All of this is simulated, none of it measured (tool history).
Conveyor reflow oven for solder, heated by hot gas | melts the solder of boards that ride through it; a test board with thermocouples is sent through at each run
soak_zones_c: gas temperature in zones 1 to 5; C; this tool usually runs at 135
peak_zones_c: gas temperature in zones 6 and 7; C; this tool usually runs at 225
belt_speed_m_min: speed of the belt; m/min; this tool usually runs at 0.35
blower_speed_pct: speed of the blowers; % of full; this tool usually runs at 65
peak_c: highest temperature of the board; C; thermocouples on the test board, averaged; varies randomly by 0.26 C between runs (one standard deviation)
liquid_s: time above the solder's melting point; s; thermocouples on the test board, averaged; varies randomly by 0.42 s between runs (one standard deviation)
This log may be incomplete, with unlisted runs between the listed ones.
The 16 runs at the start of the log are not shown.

run   hour  soak_zones_c  peak_zones_c  belt_speed_m_min  blower_speed_pct  hours of work since the flux was cleaned out  hours of work since the belt drive was overhauled  hours of work since the thermocouples were changed  peak_c  liquid_s
 17    301           135           225              0.35                76                                           141                                                690                                                 395     215      76.8
 18  325.8           135           222              0.33                65                                           158                                                708                                                 412   211.8      76.3
 19  343.1           125           222              0.33                81                                           171                                                720                                                 424     213      76.1
 20  366.5           125           222              0.33                81                                           187                                                737                                                 441   213.4        75
 21  386.1           122           225              0.35                65                                           201                                                751                                                 455   210.5      64.3
 22  404.7           133           219              0.35                59                                           214                                                764                                                 468   205.3        62
 23  424.2           133           227              0.35                55                                           228                                                778                                                 482   211.2      69.7
 24  447.5           135           214             0.414                50                                           245                                                794                                                 498   193.7      29.3
 25  459.5           135           214             0.414                50                                           253                                                803                                                 507   193.3      29.2
 26  473.2           135           214             0.414                50                                           263                                                812                                                 517   193.2      29.3
 27  498.5           149           222             0.344                73                                           281                                                830                                                 534   213.3      82.8
 28  513.9           135           232              0.35                85                                           292                                                841                                                 545   221.9      82.9
 29  535.3           135           214              0.35                74                                           307                                                856                                                 561   203.6      61.4
 30  555.2           144           214             0.317                67                                           321                                                870                                                 575   206.2      78.5
 31  578.5           135           225             0.403                76                                           337                                                887                                                 591     210      58.7
 32  600.6           125           216             0.289                78                                           353                                                903                                                 607   209.1      82.5

What if the next run were any one of these 3? Each begins from the tool's condition after run 32:
  A  625.8           135           225              0.35                56                                           371                                                920                                                 625       ?         ?
  B  625.8           125           236             0.373                78                                           371                                                920                                                 625       ?         ?
  C  625.8           125           216             0.387                72                                           371                                                920                                                 625       ?         ?

run  peak_c  liquid_s
  A   209.6      67.7
  B   220.6        72
  C   200.1      44.4
With the hidden condition removed and each run's random variation left untouched, the same runs would have given:
run  peak_c  liquid_s
  A   210.3      68.4
  B   222.3      73.1
  C   201.5      47.4
